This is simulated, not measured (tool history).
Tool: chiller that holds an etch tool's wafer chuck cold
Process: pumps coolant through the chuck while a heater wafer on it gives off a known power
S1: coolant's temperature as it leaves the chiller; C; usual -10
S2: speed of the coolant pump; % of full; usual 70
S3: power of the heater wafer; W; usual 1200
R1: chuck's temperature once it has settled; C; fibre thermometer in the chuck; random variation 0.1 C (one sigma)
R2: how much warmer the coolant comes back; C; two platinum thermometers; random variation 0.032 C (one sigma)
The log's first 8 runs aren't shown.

{"run": 9, "hour": 273.3, "S1": -10, "S2": 70, "S3": 1004, "R1": -1.8, "R2": 3.28}
{"hour": 291.3, "done": "chiller's thermometer calibrated"}
{"run": 10, "hour": 313.6, "S1": -6, "S2": 70, "S3": 1200, "R1": 3.9, "R2": 3.97}
{"run": 11, "hour": 353.3, "S1": -18, "S2": 70, "S3": 1200, "R1": -8.1, "R2": 3.9}
{"run": 12, "hour": 389.3, "S1": -18, "S2": 70, "S3": 1200, "R1": -8.3, "R2": 3.96}
{"run": 13, "hour": 428.2, "S1": -5, "S2": 70, "S3": 1200, "R1": 4.9, "R2": 3.97}
{"run": 14, "hour": 449.2, "S1": -10, "S2": 70, "S3": 1200, "R1": 0, "R2": 3.92}
{"run": 15, "hour": 482.0, "S1": -10, "S2": 70, "S3": 1009, "R1": -1.7, "R2": 3.29}
{"run": 16, "hour": 523.3, "S1": -10, "S2": 70, "S3": 1009, "R1": -1.8, "R2": 3.37}
{"run": 17, "hour": 559.4, "S1": -19, "S2": 95, "S3": 1364, "R1": -10.3, "R2": 3.32}
{"run": 18, "hour": 582.5, "S1": -19, "S2": 95, "S3": 1364, "R1": -10.4, "R2": 3.25}
{"run": 19, "hour": 600.9, "S1": -6, "S2": 76, "S3": 1200, "R1": 3.3, "R2": 3.61}
{"run": 20, "hour": 623.8, "S1": -6, "S2": 76, "S3": 1200, "R1": 3.1, "R2": 3.64}
{"run": 21, "hour": 662.3, "S1": -3, "S2": 74, "S3": 1508, "R1": 8.9, "R2": 4.72}
{"run": 22, "hour": 682.6, "S1": -18, "S2": 85, "S3": 1200, "R1": -9.6, "R2": 3.28}
{"run": 23, "hour": 706.2, "S1": -4, "S2": 76, "S3": 1164, "R1": 4.8, "R2": 3.53}
{"run": 24, "hour": 728.2, "S1": -2, "S2": 63, "S3": 822, "R1": 5.4, "R2": 3.01}
{"run": 25, "hour": 757.8, "S1": -10, "S2": 69, "S3": 698, "R1": -4.4, "R2": 2.28}
{"run": 26, "hour": 784.2, "S1": -4, "S2": 95, "S3": 811, "R1": 1.2, "R2": 1.96}
{"run": 27, "hour": 814.3, "S1": -2, "S2": 80, "S3": 1541, "R1": 9.2, "R2": 4.42}
{"run": 28, "hour": 846.3, "S1": -10, "S2": 61, "S3": 659, "R1": -3.9, "R2": 2.48}
{"run": 29, "hour": 882.9, "S1": -10, "S2": 63, "S3": 1219, "R1": 0.8, "R2": 4.48}
{"run": 30, "hour": 921.8, "S1": -10, "S2": 63, "S3": 1219, "R1": 0.8, "R2": 4.5}
{"run": 31, "hour": 941.1, "S1": -10, "S2": 63, "S3": 1341, "R1": 2, "R2": 4.88}

Forecast each of these 4 alternatives for the next run:
{"run": "A", "hour": 977.9, "S1": -8, "S2": 77, "S3": 977, "R1": "?", "R2": "?"}
{"run": "B", "hour": 977.9, "S1": -10, "S2": 96, "S3": 621, "R1": "?", "R2": "?"}
{"run": "C", "hour": 977.9, "S1": -16, "S2": 69, "S3": 768, "R1": "?", "R2": "?"}
{"run": "D", "hour": 977.9, "S1": -13, "S2": 77, "S3": 1001, "R1": "?", "R2": "?"}

run=A R1=-0.6 R2=2.91
run=B R1=-6 R2=1.47
run=C R1=-9.8 R2=2.6
run=D R1=-5.5 R2=2.99
Without the tool's hidden state the same runs would have given:
run=A R1=-0.6 R2=2.91
run=B R1=-6 R2=1.47
run=C R1=-9.8 R2=2.6
run=D R1=-5.5 R2=2.98
